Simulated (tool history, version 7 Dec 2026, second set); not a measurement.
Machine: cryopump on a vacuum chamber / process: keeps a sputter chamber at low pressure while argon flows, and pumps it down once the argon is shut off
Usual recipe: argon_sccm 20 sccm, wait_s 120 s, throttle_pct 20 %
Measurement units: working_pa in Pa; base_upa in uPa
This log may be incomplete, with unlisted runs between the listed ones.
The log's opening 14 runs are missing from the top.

run	hour	argon_sccm	wait_s	throttle_pct	hours of work since the pump was warmed up and emptied	hours of work since the cold head was overhauled	hours of work since the chamber's fittings were tightened	working_pa	base_upa
15	381.8	20	120	20	291	688	327	0.0854	1.03
16	418.2	23	120	20	308	704	344	0.0967	1.15
17	437.5	10	120	20	317	713	353	0.0422	1.13
18	472	10	120	46	333	729	369	0.0203	1.13
19	506.8	10	48	21	349	745	385	0.0402	1.89
20	522.2	10	48	21	356	752	392	0.0404	1.86
21	538.4	14	37	42	363	760	399	0.0303	2.19
22	572.9	21	106	57	379	775	415	0.0344	1.31
# hour 588.4: pump warmed up, emptied and cooled again
23	604.2	21	66	29	7	787	427	0.058	1.45

Estimate the outcome of run 24 from the log above:
24	638.6	11	137	33	23	803	443	?	?

working_pa: 0.0273 Pa
base_upa: 1.04 uPa
On a tool with no hidden condition, and with the same random variation, this run would have come out at working_pa 0.027 Pa, base_upa 0.54 uPa.

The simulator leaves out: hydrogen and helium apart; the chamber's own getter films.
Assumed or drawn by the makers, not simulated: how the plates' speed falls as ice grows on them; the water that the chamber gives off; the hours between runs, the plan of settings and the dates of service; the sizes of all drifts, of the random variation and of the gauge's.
